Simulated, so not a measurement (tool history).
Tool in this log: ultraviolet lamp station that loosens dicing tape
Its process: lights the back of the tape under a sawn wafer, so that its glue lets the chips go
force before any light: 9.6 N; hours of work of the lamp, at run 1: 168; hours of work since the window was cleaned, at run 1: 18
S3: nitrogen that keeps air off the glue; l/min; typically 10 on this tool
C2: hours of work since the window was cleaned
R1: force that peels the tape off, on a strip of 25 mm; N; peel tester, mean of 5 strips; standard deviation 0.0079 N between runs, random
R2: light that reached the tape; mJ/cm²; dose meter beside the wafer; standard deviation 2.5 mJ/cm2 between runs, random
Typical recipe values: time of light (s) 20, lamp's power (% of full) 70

{"run": 1, "hour": 0.0, "time of light (s)": 20, "lamp's power (% of full)": 70, "S3": 10, "hours of work of the lamp": 168, "C2": 18, "R1": 0.359, "R2": 290}
{"run": 2, "hour": 39.4, "time of light (s)": 20, "lamp's power (% of full)": 70, "S3": 10, "hours of work of the lamp": 188, "C2": 38, "R1": 0.351, "R2": 286}
{"run": 3, "hour": 72.5, "time of light (s)": 20, "lamp's power (% of full)": 70, "S3": 10, "hours of work of the lamp": 205, "C2": 55, "R1": 0.365, "R2": 283}
{"run": 4, "hour": 106.8, "time of light (s)": 20, "lamp's power (% of full)": 70, "S3": 10, "hours of work of the lamp": 222, "C2": 72, "R1": 0.378, "R2": 285}
{"run": 5, "hour": 136.5, "time of light (s)": 20, "lamp's power (% of full)": 70, "S3": 10, "hours of work of the lamp": 237, "C2": 87, "R1": 0.376, "R2": 281}
{"run": 6, "hour": 173.8, "time of light (s)": 20, "lamp's power (% of full)": 70, "S3": 10, "hours of work of the lamp": 256, "C2": 106, "R1": 0.373, "R2": 276}
{"run": 7, "hour": 236.1, "time of light (s)": 20, "lamp's power (% of full)": 70, "S3": 10, "hours of work of the lamp": 288, "C2": 138, "R1": 0.405, "R2": 274}
{"run": 8, "hour": 280.6, "time of light (s)": 20, "lamp's power (% of full)": 70, "S3": 10, "hours of work of the lamp": 310, "C2": 160, "R1": 0.408, "R2": 271}
{"run": 9, "hour": 345.4, "time of light (s)": 38, "lamp's power (% of full)": 70, "S3": 10, "hours of work of the lamp": 343, "C2": 193, "R1": 0.139, "R2": 508}
{"run": 10, "hour": 404.8, "time of light (s)": 38, "lamp's power (% of full)": 70, "S3": 10, "hours of work of the lamp": 373, "C2": 223, "R1": 0.147, "R2": 504}
{"run": 11, "hour": 466.5, "time of light (s)": 20, "lamp's power (% of full)": 70, "S3": 14, "hours of work of the lamp": 405, "C2": 254, "R1": 0.328, "R2": 261}
{"run": 12, "hour": 515.6, "time of light (s)": 20, "lamp's power (% of full)": 70, "S3": 4, "hours of work of the lamp": 430, "C2": 279, "R1": 1.065, "R2": 262}
{"run": 13, "hour": 546.1, "time of light (s)": 15, "lamp's power (% of full)": 71, "S3": 14, "hours of work of the lamp": 445, "C2": 295, "R1": 0.665, "R2": 194}
{"hour": 551.5, "done": "window cleaned of glue's vapour"}
{"run": 14, "hour": 577.2, "time of light (s)": 21, "lamp's power (% of full)": 79, "S3": 10, "hours of work of the lamp": 460, "C2": 13, "R1": 0.34, "R2": 292}
{"run": 15, "hour": 618.3, "time of light (s)": 20, "lamp's power (% of full)": 93, "S3": 10, "hours of work of the lamp": 481, "C2": 34, "R1": 0.274, "R2": 327}
{"run": 16, "hour": 654.4, "time of light (s)": 14, "lamp's power (% of full)": 98, "S3": 3, "hours of work of the lamp": 500, "C2": 52, "R1": 1.586, "R2": 241}
{"hour": 686.3, "done": "window cleaned of glue's vapour, once more"}
{"run": 17, "hour": 696.1, "time of light (s)": 23, "lamp's power (% of full)": 98, "S3": 14, "hours of work of the lamp": 520, "C2": 5, "R1": 0.15, "R2": 429}
{"run": 18, "hour": 731.6, "time of light (s)": 23, "lamp's power (% of full)": 98, "S3": 14, "hours of work of the lamp": 538, "C2": 23, "R1": 0.149, "R2": 430}
{"run": 19, "hour": 788.5, "time of light (s)": 17, "lamp's power (% of full)": 70, "S3": 10, "hours of work of the lamp": 567, "C2": 52, "R1": 0.638, "R2": 220}
{"run": 20, "hour": 854.1, "time of light (s)": 24, "lamp's power (% of full)": 70, "S3": 5, "hours of work of the lamp": 601, "C2": 85, "R1": 0.577, "R2": 315}
{"run": 21, "hour": 916.0, "time of light (s)": 24, "lamp's power (% of full)": 70, "S3": 5, "hours of work of the lamp": 632, "C2": 116, "R1": 0.591, "R2": 305}
{"run": 22, "hour": 983.0, "time of light (s)": 20, "lamp's power (% of full)": 70, "S3": 13, "hours of work of the lamp": 666, "C2": 150, "R1": 0.39, "R2": 252}
{"run": 23, "hour": 1023.6, "time of light (s)": 16, "lamp's power (% of full)": 95, "S3": 4, "hours of work of the lamp": 686, "C2": 171, "R1": 0.984, "R2": 271}
{"run": 24, "hour": 1078.3, "time of light (s)": 16, "lamp's power (% of full)": 95, "S3": 4, "hours of work of the lamp": 714, "C2": 199, "R1": 0.984, "R2": 268}

Take each entry between the runs: how does the hidden state at the last listed run before it differ from the hidden state at the first listed run after it?
After run 13, before run 14: window cleaned of glue's vapour (hour 551.5)
  lamp's light, % of a new lamp's: 89.4 -> 89.1; light that the window lets through, % of a clean one's: 93.7 -> 91
  measured value less the no-hidden-state value, R1: +0.227 -> +0.123 N; R2: -38 -> -68 mJ/cm²
After run 16, before run 17: window cleaned of glue's vapour, once more (hour 686.3)
  lamp's light, % of a new lamp's: 88.2 -> 87.7; light that the window lets through, % of a clean one's: 90.2 -> 99.8
  measured value less the no-hidden-state value, R1: +0.554 -> +0.009 N; R2: -62 -> -61 mJ/cm²
